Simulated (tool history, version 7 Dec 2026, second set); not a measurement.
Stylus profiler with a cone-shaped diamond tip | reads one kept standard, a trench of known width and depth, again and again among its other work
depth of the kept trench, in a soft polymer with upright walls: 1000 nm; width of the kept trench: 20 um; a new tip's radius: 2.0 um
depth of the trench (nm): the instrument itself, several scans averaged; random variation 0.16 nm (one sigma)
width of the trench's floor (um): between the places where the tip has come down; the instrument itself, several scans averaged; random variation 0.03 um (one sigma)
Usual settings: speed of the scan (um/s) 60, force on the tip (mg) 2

run,day,speed of the scan (um/s),force on the tip (mg),depth of the trench (nm),width of the trench's floor (um)
1,0,60,2,1007.77,15.43
2,1.7,60,2,1007.35,15.41
3,3.792,60,2,1007.74,15.37
4,5.996,60,1.41,1005.98,15.35
5,8.133,60,2,1008,15.39
6,10.238,60,2,1007.74,15.31
7,11.733,36,2,1007.91,15.41
8,12.712,36,2,1007.97,15.43
9,14.938,36,2,1007.73,15.36
10,17.242,36,2,1007.96,15.35
11,19.067,36,2,1007.96,15.33
12,20.133,36,1.93,1007.78,15.32
13,21.925,60,3.53,1011.91,15.22
14,23.725,60,3.53,1011.58,15.26
15,25.875,60,3.53,1011.76,15.21
16,27.133,60,2,1008.01,15.19
17,28.625,60,2,1008.25,15.18
18,30.242,60,2,1008.26,15.15
19,32.296,60,2,1008.43,15.11
20,34.042,60,2,1008.45,15.15
21,35.212,60,2,1008.44,15.16
22,37.446,60,2,1008.26,15.09
23,38.825,143,2,1008.54,14.81
24,41.104,44,2.86,1010.81,15.13
25,42.838,48,4.38,1013.62,15.18
26,44.025,158,2.7,1010.19,14.73
27,45.017,81,2.7,1010.21,14.98
28,47.296,24,2.17,1008.77,15.14
29,49.433,29,0.71,1005.31,14.99
30,50.762,29,0.71,1005.19,14.99
31,52.017,75,0.78,1005.46,14.71
32,53.704,117,0.78,1005.5,14.47
33,55.133,103,0.72,1005.22,14.54
34,56.762,103,0.72,1005.58,14.53
35,58.45,62,1.02,1006.45,14.82
36,59.492,37,1.35,1007.2,14.99
37,61.838,55,1.65,1008.33,14.88
# day 62.029: height scale calibrated on a step standard
38,64.138,100,1.58,1006.66,14.65
39,65.708,100,2.97,1010.11,14.74
40,67.379,100,0.73,1004.27,14.39
41,69.029,100,0.73,1004.63,14.43
42,70.342,100,0.73,1004.31,14.4
43,71.662,100,0.73,1004.68,14.39
44,73.65,31,4.23,1012.87,14.93
45,75.429,46,1.11,1005.84,14.78

Forecast each of these 4 alternatives for the next run:
A,77.2,60,5.63,?,?
B,77.2,142,1.11,?,?
C,77.2,98,1.54,?,?
D,77.2,24,2,?,?

run,depth of the trench (nm),width of the trench's floor (um)
A,1015.72,14.82
B,1005.77,14.23
C,1006.98,14.57
D,1008.16,14.89
Without the tool's hidden state the same runs would have given:
run,depth of the trench (nm),width of the trench's floor (um)
A,1014.91,16.38
B,1004.97,15.79
C,1006.17,16.13
D,1007.35,16.45

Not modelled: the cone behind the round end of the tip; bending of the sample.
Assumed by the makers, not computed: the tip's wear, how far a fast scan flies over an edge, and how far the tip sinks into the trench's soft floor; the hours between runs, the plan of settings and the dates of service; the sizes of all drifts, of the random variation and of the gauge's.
